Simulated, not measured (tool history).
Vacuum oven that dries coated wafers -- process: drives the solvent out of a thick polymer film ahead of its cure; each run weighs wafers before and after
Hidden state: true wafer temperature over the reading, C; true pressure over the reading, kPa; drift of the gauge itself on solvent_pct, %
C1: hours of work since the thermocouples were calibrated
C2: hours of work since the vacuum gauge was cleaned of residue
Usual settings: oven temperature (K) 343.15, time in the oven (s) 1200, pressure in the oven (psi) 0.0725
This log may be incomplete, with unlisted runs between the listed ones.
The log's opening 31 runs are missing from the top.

Run 32, day 30.033: usual settings but oven temperature (K) 349.15, time in the oven (s) 720, pressure in the oven (psi) 0.0638; C1 394; C2 574. Result: solvent left in the film (%) 6.33.
Run 33, day 30.842: usual settings but oven temperature (K) 334.15, time in the oven (s) 600; C1 408; C2 588. Result: solvent left in the film (%) 12.11.
Run 34, day 32.071: usual settings but oven temperature (K) 334.15, time in the oven (s) 600; C1 429; C2 610. Result: solvent left in the film (%) 12.01.
Run 35, day 32.708: usual settings but oven temperature (K) 334.15, time in the oven (s) 600; C1 441; C2 621. Result: solvent left in the film (%) 11.78.
Run 36, day 33.742: usual settings but time in the oven (s) 1620, pressure in the oven (psi) 0.0728; C1 459; C2 639. Result: solvent left in the film (%) 3.96.
Run 37, day 34.838: usual settings but oven temperature (K) 341.15, pressure in the oven (psi) 0.0608; C1 478; C2 658. Result: solvent left in the film (%) 6.03.
Run 38, day 36.012: usual settings but pressure in the oven (psi) 0.0730; C1 498; C2 679. Result: solvent left in the film (%) 5.40.
Run 39, day 37.208: usual settings but pressure in the oven (psi) 0.0730; C1 519; C2 700. Result: solvent left in the film (%) 5.55.
Run 40, day 38.288: usual settings but pressure in the oven (psi) 0.2331; C1 538; C2 719. Result: solvent left in the film (%) 7.23.
Run 41, day 39.088: usual settings but oven temperature (K) 355.15, time in the oven (s) 1620, pressure in the oven (psi) 0.0426; C1 552; C2 732. Result: solvent left in the film (%) 1.11.
Run 42, day 40.392: usual settings but oven temperature (K) 355.15, time in the oven (s) 1620, pressure in the oven (psi) 0.0426; C1 575; C2 755. Result: solvent left in the film (%) 1.05.
Run 43, day 41.417: usual settings but oven temperature (K) 344.15, time in the oven (s) 1380, pressure in the oven (psi) 0.1387; C1 593; C2 773. Result: solvent left in the film (%) 5.07.
Run 44, day 41.979: usual settings but pressure in the oven (psi) 0.1519; C1 603; C2 783. Result: solvent left in the film (%) 6.31.
Run 45, day 43.192: usual settings but pressure in the oven (psi) 0.1519; C1 624; C2 804. Result: solvent left in the film (%) 6.32.
Run 46, day 44.108: usual settings but pressure in the oven (psi) 0.1519; C1 640; C2 820. Result: solvent left in the film (%) 6.33.
Run 47, day 44.958: usual settings but oven temperature (K) 341.15, time in the oven (s) 900, pressure in the oven (psi) 0.2895; C1 655; C2 835. Result: solvent left in the film (%) 9.79.
Run 48, day 45.758: usual settings but time in the oven (s) 1860, pressure in the oven (psi) 0.2895; C1 669; C2 849. Result: solvent left in the film (%) 5.80.

Each row is a separate what-if for the run after 48, all from the same tool condition, not one after another. Results?
Run A, day 46.729: usual settings but oven temperature (K) 339.15, time in the oven (s) 600; C1 686; C2 866. Result: solvent left in the film (%) ?.
Run B, day 46.729: usual settings but oven temperature (K) 357.15, time in the oven (s) 1800, pressure in the oven (psi) 0.0825; C1 686; C2 866. Result: solvent left in the film (%) ?.
Run C, day 46.729: usual settings but oven temperature (K) 337.15, time in the oven (s) 1860, pressure in the oven (psi) 0.1523; C1 686; C2 866. Result: solvent left in the film (%) ?.

run  solvent left in the film (%)
  A                         10.61
  B                          1.02
  C                          6.13
Had the tool no hidden state, the same runs would have come out as:
run  solvent left in the film (%)
  A                         10.58
  B                          1.00
  C                          6.09
